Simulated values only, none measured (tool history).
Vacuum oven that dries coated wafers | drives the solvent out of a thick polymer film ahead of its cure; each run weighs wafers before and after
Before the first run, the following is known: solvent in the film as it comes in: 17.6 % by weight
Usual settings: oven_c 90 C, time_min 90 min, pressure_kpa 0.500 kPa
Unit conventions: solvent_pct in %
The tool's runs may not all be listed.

run,hour,oven_c,time_min,pressure_kpa,solvent_pct
1,0.0,90,90,0.500,1.811
2,12.8,90,90,0.500,1.834
3,23.0,90,90,0.500,1.816
4,30.8,90,90,0.500,1.820
5,40.6,90,90,0.500,1.829
6,51.7,90,90,0.500,1.817
7,61.7,90,90,0.500,1.812
8,71.2,90,90,0.500,1.811
9,78.7,90,90,0.500,1.814
10,86.4,99,49,1.234,2.502
# hour 89.0: vacuum gauge cleaned of residue and calibrated
11,100.4,82,92,0.500,3.629
12,111.2,97,51,0.378,2.524
13,119.1,75,103,1.493,5.669
14,129.5,75,103,1.493,5.670
15,135.2,75,71,1.493,7.461
16,143.9,79,72,1.493,6.168
# hour 152.2: vacuum gauge cleaned of residue and calibrated, once more
17,158.5,79,72,1.493,6.113

Alternative continuations, all from the tool just after run 17; predict every row:
A,167.0,91,121,0.915,?
B,167.0,90,107,0.500,?
C,167.0,82,90,1.094,?

run,solvent_pct
A,0.996
B,1.252
C,3.950
What these runs would have given with no unlogged condition in the tool:
run,solvent_pct
A,1.134
B,1.430
C,4.273

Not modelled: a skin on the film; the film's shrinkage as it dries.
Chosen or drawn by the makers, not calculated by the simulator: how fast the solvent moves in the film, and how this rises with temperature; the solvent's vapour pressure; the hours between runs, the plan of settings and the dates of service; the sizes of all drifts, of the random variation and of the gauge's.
